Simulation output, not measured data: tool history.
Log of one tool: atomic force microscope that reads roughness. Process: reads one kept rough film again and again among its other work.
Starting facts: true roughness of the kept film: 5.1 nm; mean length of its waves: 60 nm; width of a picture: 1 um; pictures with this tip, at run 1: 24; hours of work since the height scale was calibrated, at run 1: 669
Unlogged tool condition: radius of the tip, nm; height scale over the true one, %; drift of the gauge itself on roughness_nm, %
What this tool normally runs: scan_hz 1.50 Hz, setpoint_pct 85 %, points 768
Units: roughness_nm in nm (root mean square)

run,hour,scan_hz,setpoint_pct,points,pictures with this tip,hours of work since the height scale was calibrated,roughness_nm
1,0.0,1.50,85,768,24,669,4.309
2,39.5,0.93,85,768,118,699,4.422
3,76.6,0.93,85,768,206,728,4.368
# hour 134.7: new tip fitted
4,137.2,0.93,85,768,6,774,4.533
5,195.6,1.33,85,768,145,819,4.244
6,226.0,1.50,64,768,218,842,4.544
7,256.1,1.50,85,638,290,865,4.105
# hour 279.4: new tip fitted
8,287.9,2.86,85,768,21,889,3.841
9,319.1,2.86,85,768,95,913,3.833
10,379.0,1.50,85,768,238,959,4.164
# hour 425.2: new tip fitted
11,437.5,1.50,85,768,29,1004,4.297
12,495.1,1.50,85,580,166,1048,4.204
13,527.9,1.50,85,366,245,1073,4.158
# hour 572.7: new tip fitted
14,584.4,1.50,75,768,28,1116,4.494
15,639.3,1.50,75,768,159,1158,4.347
16,687.8,1.50,75,768,274,1196,4.308
17,715.0,1.50,57,325,340,1216,4.484
# hour 720.8: new tip fitted
18,757.0,1.50,57,325,87,1248,4.659
19,815.6,1.50,57,325,227,1293,4.528
# hour 868.9: new tip fitted
20,872.0,1.50,85,325,7,1336,4.269
21,907.3,3.30,74,864,91,1363,4.077
22,949.0,3.53,78,944,191,1395,3.856
23,1001.2,3.53,71,910,316,1435,4.015
# hour 1014.2: new tip fitted
24,1068.3,1.64,85,527,129,1487,4.160
25,1120.2,1.73,65,263,253,1526,4.419
# hour 1159.8: new tip fitted
26,1159.8,1.73,65,263,0,1556,4.597
27,1191.5,0.51,90,723,76,1581,4.547
28,1249.0,3.35,55,580,213,1625,4.460
# hour 1305.0: new tip fitted
29,1314.0,1.71,67,265,21,1674,4.568

Alternative continuations, all from the tool just after run 29; predict every row:
A,1365.3,2.95,67,503,144,1714,?
B,1365.3,3.95,74,431,144,1714,?
C,1365.3,1.71,63,265,144,1714,?

run,roughness_nm
A,4.316
B,3.917
C,4.523
The same runs, with their run-to-run variation unchanged, on a tool lacking any hidden condition would have given:
run,roughness_nm
A,4.498
B,4.082
C,4.713

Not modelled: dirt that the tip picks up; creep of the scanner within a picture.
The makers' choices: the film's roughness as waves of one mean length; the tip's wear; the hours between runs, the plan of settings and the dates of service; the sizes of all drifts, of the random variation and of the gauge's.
